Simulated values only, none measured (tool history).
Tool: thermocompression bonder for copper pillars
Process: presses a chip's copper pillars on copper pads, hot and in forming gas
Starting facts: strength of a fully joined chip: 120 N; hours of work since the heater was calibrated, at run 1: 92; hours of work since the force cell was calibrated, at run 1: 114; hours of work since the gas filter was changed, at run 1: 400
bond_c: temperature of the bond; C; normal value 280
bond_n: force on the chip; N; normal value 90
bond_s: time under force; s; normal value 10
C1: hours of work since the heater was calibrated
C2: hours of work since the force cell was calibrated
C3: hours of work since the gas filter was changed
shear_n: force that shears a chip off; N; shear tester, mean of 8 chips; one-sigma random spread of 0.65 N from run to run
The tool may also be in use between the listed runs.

{"run": 1, "hour": 0.0, "bond_c": 280, "bond_n": 90, "bond_s": 10, "C1": 92, "C2": 114, "C3": 400, "shear_n": 47.3}
{"run": 2, "hour": 22.7, "bond_c": 283, "bond_n": 90, "bond_s": 10, "C1": 101, "C2": 123, "C3": 410, "shear_n": 48.8}
{"run": 3, "hour": 39.4, "bond_c": 283, "bond_n": 90, "bond_s": 10, "C1": 108, "C2": 130, "C3": 417, "shear_n": 49.5}
{"run": 4, "hour": 61.2, "bond_c": 258, "bond_n": 90, "bond_s": 10, "C1": 118, "C2": 140, "C3": 426, "shear_n": 34.4}
{"run": 5, "hour": 78.4, "bond_c": 280, "bond_n": 90, "bond_s": 10, "C1": 125, "C2": 147, "C3": 433, "shear_n": 47.9}
{"run": 6, "hour": 91.8, "bond_c": 280, "bond_n": 90, "bond_s": 10, "C1": 131, "C2": 153, "C3": 439, "shear_n": 47.2}
{"run": 7, "hour": 102.7, "bond_c": 280, "bond_n": 90, "bond_s": 10, "C1": 135, "C2": 157, "C3": 444, "shear_n": 46.0}
{"run": 8, "hour": 117.3, "bond_c": 280, "bond_n": 90, "bond_s": 10, "C1": 141, "C2": 163, "C3": 450, "shear_n": 48.0}
{"run": 9, "hour": 139.0, "bond_c": 252, "bond_n": 122, "bond_s": 15, "C1": 151, "C2": 173, "C3": 459, "shear_n": 42.6}
{"run": 10, "hour": 150.7, "bond_c": 288, "bond_n": 90, "bond_s": 11, "C1": 156, "C2": 178, "C3": 464, "shear_n": 53.6}
{"hour": 164.2, "done": "forming gas filter changed"}
{"run": 11, "hour": 166.0, "bond_c": 288, "bond_n": 90, "bond_s": 11, "C1": 162, "C2": 184, "C3": 1, "shear_n": 55.6}
{"run": 12, "hour": 178.6, "bond_c": 263, "bond_n": 90, "bond_s": 6, "C1": 167, "C2": 189, "C3": 6, "shear_n": 31.1}
{"run": 13, "hour": 194.9, "bond_c": 306, "bond_n": 125, "bond_s": 29, "C1": 174, "C2": 196, "C3": 13, "shear_n": 99.8}
{"run": 14, "hour": 215.2, "bond_c": 306, "bond_n": 125, "bond_s": 29, "C1": 183, "C2": 205, "C3": 22, "shear_n": 99.4}
{"run": 15, "hour": 234.5, "bond_c": 251, "bond_n": 125, "bond_s": 22, "C1": 191, "C2": 213, "C3": 30, "shear_n": 51.5}

Alternative continuations, all from the tool just after run 15; predict every row:
{"run": "A", "hour": 247.4, "bond_c": 291, "bond_n": 128, "bond_s": 10, "C1": 196, "C2": 218, "C3": 35, "shear_n": "?"}
{"run": "B", "hour": 247.4, "bond_c": 280, "bond_n": 58, "bond_s": 10, "C1": 196, "C2": 218, "C3": 35, "shear_n": "?"}
{"run": "C", "hour": 247.4, "bond_c": 284, "bond_n": 125, "bond_s": 9, "C1": 196, "C2": 218, "C3": 35, "shear_n": "?"}
{"run": "D", "hour": 247.4, "bond_c": 302, "bond_n": 134, "bond_s": 8, "C1": 196, "C2": 218, "C3": 35, "shear_n": "?"}
{"run": "E", "hour": 247.4, "bond_c": 309, "bond_n": 110, "bond_s": 9, "C1": 196, "C2": 218, "C3": 35, "shear_n": "?"}

run=A shear_n=67.3
run=B shear_n=37.2
run=C shear_n=58.9
run=D shear_n=73.2
run=E shear_n=74.0
Had the tool no hidden state, the same runs would have come out as:
run=A shear_n=69.2
run=B shear_n=38.5
run=C shear_n=60.7
run=D shear_n=75.1
run=E shear_n=75.9
